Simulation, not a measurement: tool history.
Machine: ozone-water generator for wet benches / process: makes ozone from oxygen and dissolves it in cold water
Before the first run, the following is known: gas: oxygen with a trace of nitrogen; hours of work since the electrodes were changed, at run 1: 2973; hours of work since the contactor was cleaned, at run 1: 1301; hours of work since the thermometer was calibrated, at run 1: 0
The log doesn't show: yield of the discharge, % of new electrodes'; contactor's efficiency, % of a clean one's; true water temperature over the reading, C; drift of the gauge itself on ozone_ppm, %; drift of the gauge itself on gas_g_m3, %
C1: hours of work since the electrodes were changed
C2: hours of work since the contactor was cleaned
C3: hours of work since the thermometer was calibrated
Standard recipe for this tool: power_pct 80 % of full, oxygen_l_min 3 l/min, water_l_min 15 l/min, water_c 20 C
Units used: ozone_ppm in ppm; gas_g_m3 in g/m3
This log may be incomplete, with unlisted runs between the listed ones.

run 1 hour=0 | power_pct=80 oxygen_l_min=3 water_l_min=15 water_c=20 | C1=2973 C2=1301 C3=0 | ozone_ppm=26.4 gas_g_m3=273.7
run 2 hour=179 | power_pct=80 oxygen_l_min=3 water_l_min=15 water_c=20 | C1=3082 C2=1411 C3=110 | ozone_ppm=26 gas_g_m3=271
run 3 hour=313.6 | power_pct=80 oxygen_l_min=3 water_l_min=15 water_c=20 | C1=3165 C2=1493 C3=192 | ozone_ppm=26 gas_g_m3=270.3
run 4 hour=391 | power_pct=80 oxygen_l_min=3 water_l_min=15 water_c=20 | C1=3212 C2=1541 C3=240 | ozone_ppm=26 gas_g_m3=269.8
run 5 hour=516.9 | power_pct=80 oxygen_l_min=3 water_l_min=15 water_c=20 | C1=3289 C2=1618 C3=317 | ozone_ppm=25.9 gas_g_m3=268
run 6 hour=658.7 | power_pct=80 oxygen_l_min=3 water_l_min=15 water_c=20 | C1=3376 C2=1705 C3=404 | ozone_ppm=26.1 gas_g_m3=271.4

Run 7 comes next. What will it give?
run 7 hour=777.9 | power_pct=60 oxygen_l_min=3 water_l_min=13 water_c=20 | C1=3449 C2=1778 C3=477 | ozone_ppm=? gas_g_m3=?

Run 7 measured ozone_ppm 24.8 ppm, gas_g_m3 230.3 g/m3.
If the tool had no hidden condition, the same run with the same run-to-run variation would have returned ozone_ppm 27 ppm, gas_g_m3 246.8 g/m3.
